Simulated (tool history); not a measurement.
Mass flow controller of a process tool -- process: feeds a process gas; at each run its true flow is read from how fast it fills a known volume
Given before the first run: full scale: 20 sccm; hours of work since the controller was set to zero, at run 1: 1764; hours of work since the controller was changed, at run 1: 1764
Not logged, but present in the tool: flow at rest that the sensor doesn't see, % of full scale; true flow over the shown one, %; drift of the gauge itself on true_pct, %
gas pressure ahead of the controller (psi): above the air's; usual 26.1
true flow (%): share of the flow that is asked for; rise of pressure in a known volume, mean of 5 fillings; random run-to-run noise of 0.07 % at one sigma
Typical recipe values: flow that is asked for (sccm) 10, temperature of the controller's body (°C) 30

run	day	flow that is asked for (sccm)	gas pressure ahead of the controller (psi)	temperature of the controller's body (°C)	hours of work since the controller was set to zero	hours of work since the controller was changed	true flow (%)
1	0	10	26.1	30	1764	1764	100.17
2	5.217	10	30.7	30	1825	1825	100.18
3	10.012	10	26.1	30	1881	1881	100.27
4	14.379	10	26.1	27	1931	1931	100.47
5	21.117	11	26.1	30	2009	2009	100.27
6	28.983	11	26.1	30	2101	2101	100.38
7	34.775	11	26.1	36	2168	2168	99.99
8	39.442	10	20.3	30	2222	2222	100.32
9	44.183	10	37.4	30	2277	2277	100.44
10	51.45	10	37.4	29	2361	2361	100.61
11	56.788	10	37.4	25	2423	2423	101.13
12	65.446	10	37.4	25	2524	2524	101.13
13	69.383	10	23.5	25	2569	2569	101
14	73.25	5	33.5	32	2614	2614	101.19
15	79.083	5	33.5	32	2682	2682	101.27
16	86.562	3	39.6	28	2769	2769	102.94
17	94.554	18	20.9	30	2861	2861	100.71
18	103.058	2	36.8	30	2960	2960	104.73
19	107.912	10	32.1	30	3016	3016	100.95
20	115.35	12	20.9	31	3102	3102	100.69

Run 21 is up next; what results do you expect?
21	123.525	10	26.1	35	3197	3197	?

Run 21 measured true flow (%) 100.53.
Had the tool carried no hidden state, the very same run would have given true flow (%) 98.7.

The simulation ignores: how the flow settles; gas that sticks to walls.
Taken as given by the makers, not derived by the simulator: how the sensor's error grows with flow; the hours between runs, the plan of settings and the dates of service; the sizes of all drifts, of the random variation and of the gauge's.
